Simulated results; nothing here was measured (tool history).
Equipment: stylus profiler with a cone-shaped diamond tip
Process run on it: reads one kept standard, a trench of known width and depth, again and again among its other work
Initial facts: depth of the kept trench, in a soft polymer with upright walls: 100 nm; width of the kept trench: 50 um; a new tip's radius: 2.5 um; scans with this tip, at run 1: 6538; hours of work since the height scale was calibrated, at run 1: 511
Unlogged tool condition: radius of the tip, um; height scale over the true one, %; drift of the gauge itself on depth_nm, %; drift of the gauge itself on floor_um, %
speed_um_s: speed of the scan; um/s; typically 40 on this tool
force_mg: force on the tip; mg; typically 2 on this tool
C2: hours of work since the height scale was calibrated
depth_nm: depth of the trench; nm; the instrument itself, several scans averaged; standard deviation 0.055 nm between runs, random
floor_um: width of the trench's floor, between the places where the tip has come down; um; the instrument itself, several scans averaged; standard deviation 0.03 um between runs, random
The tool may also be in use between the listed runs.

Run 1, hour 0: usual settings; scans with this tip 6538; C2 511. Result: depth_nm 100.53 nm, floor_um 48.34 um.
Run 2, hour 33.5: usual settings; scans with this tip 6737; C2 527. Result: depth_nm 100.42 nm, floor_um 48.29 um.
Run 3, hour 79.4: usual settings but speed_um_s 18 um/s; scans with this tip 7010; C2 548. Result: depth_nm 100.41 nm, floor_um 48.42 um.
Run 4, hour 118: usual settings but speed_um_s 18 um/s; scans with this tip 7239; C2 566. Result: depth_nm 100.54 nm, floor_um 48.33 um.
Run 5, hour 164.8: usual settings; scans with this tip 7517; C2 588. Result: depth_nm 100.47 nm, floor_um 48.29 um.
Run 6, hour 214.9: usual settings; scans with this tip 7815; C2 611. Result: depth_nm 100.45 nm, floor_um 48.33 um.
Run 7, hour 280.8: usual settings; scans with this tip 8206; C2 642. Result: depth_nm 100.51 nm, floor_um 48.3 um.
Run 8, hour 354.4: usual settings; scans with this tip 8643; C2 676. Result: depth_nm 100.42 nm, floor_um 48.27 um.
Run 9, hour 414.8: usual settings; scans with this tip 9001; C2 704. Result: depth_nm 100.42 nm, floor_um 48.29 um.
Run 10, hour 452.2: usual settings but force_mg 0.93 mg; scans with this tip 9224; C2 721. Result: depth_nm 100.08 nm, floor_um 48.21 um.
Run 11, hour 535.3: usual settings but force_mg 0.93 mg; scans with this tip 9717; C2 760. Result: depth_nm 100.02 nm, floor_um 48.16 um.
Run 12, hour 593: usual settings but force_mg 0.93 mg; scans with this tip 10060; C2 787. Result: depth_nm 100.06 nm, floor_um 48.19 um.
Run 13, hour 670.2: usual settings; scans with this tip 10518; C2 823. Result: depth_nm 100.39 nm, floor_um 48.23 um.
Run 14, hour 730.5: usual settings but speed_um_s 47 um/s; scans with this tip 10876; C2 851. Result: depth_nm 100.31 nm, floor_um 48.25 um.
Run 15, hour 801.2: usual settings but force_mg 2.1 mg; scans with this tip 11297; C2 884. Result: depth_nm 100.34 nm, floor_um 48.23 um.
Run 16, hour 878.2: usual settings but force_mg 2.1 mg; scans with this tip 11753; C2 919. Result: depth_nm 100.38 nm, floor_um 48.19 um.
Run 17, hour 924.6: usual settings but force_mg 2.1 mg; scans with this tip 12029; C2 941. Result: depth_nm 100.32 nm, floor_um 48.16 um.
Run 18, hour 992.8: usual settings but force_mg 2.1 mg; scans with this tip 12434; C2 972. Result: depth_nm 100.35 nm, floor_um 48.2 um.
Run 19, hour 1037.6: usual settings but force_mg 2.1 mg; scans with this tip 12700; C2 993. Result: depth_nm 100.25 nm, floor_um 48.18 um.
Run 20, hour 1105.2: usual settings but force_mg 3.86 mg; scans with this tip 13102; C2 1025. Result: depth_nm 100.61 nm, floor_um 48.16 um.
Run 21, hour 1169.5: usual settings but force_mg 3.86 mg; scans with this tip 13484; C2 1055. Result: depth_nm 100.65 nm, floor_um 48.12 um.
Run 22, hour 1238.8: usual settings; scans with this tip 13895; C2 1087. Result: depth_nm 100.2 nm, floor_um 48.11 um.
Run 23, hour 1321: usual settings but force_mg 5.16 mg; scans with this tip 14383; C2 1125. Result: depth_nm 100.83 nm, floor_um 48.14 um.
Run 24, hour 1384.6: usual settings but speed_um_s 62 um/s, force_mg 0.72 mg; scans with this tip 14761; C2 1155. Result: depth_nm 99.87 nm, floor_um 47.98 um.
Run 25, hour 1422.7: usual settings but speed_um_s 23 um/s, force_mg 2.77 mg; scans with this tip 14987; C2 1172. Result: depth_nm 100.36 nm, floor_um 48.17 um.
Run 26, hour 1487.8: usual settings but speed_um_s 36 um/s, force_mg 1.03 mg; scans with this tip 15374; C2 1202. Result: depth_nm 99.87 nm, floor_um 48.11 um.
Run 27, hour 1532.7: usual settings but speed_um_s 23 um/s, force_mg 1.53 mg; scans with this tip 15641; C2 1223. Result: depth_nm 100.11 nm, floor_um 48.2 um.
Run 28, hour 1606.9: usual settings but speed_um_s 29 um/s, force_mg 1.31 mg; scans with this tip 16081; C2 1258. Result: depth_nm 99.99 nm, floor_um 48.13 um.
Run 29, hour 1641.3: usual settings but force_mg 1.85 mg; scans with this tip 16286; C2 1274. Result: depth_nm 100.12 nm, floor_um 48.04 um.
Run 30, hour 1717.5: usual settings but force_mg 1.85 mg; scans with this tip 16738; C2 1309. Result: depth_nm 100.08 nm, floor_um 48.09 um.
Run 31, hour 1768.6: usual settings but force_mg 1.85 mg; scans with this tip 17042; C2 1333. Result: depth_nm 100.09 nm, floor_um 48.03 um.

Run 32 has not been measured yet. What should we expect?
Run 32, hour 1805.3: usual settings but speed_um_s 14 um/s, force_mg 1.32 mg; scans with this tip 17260; C2 1350. Result: depth_nm ?, floor_um ?.

Run 32 gave depth_nm 100.04 nm, floor_um 48.14 um.
Minus the tool's unlogged condition, the same run would have read depth_nm 100.64 nm, floor_um 48.59 um.

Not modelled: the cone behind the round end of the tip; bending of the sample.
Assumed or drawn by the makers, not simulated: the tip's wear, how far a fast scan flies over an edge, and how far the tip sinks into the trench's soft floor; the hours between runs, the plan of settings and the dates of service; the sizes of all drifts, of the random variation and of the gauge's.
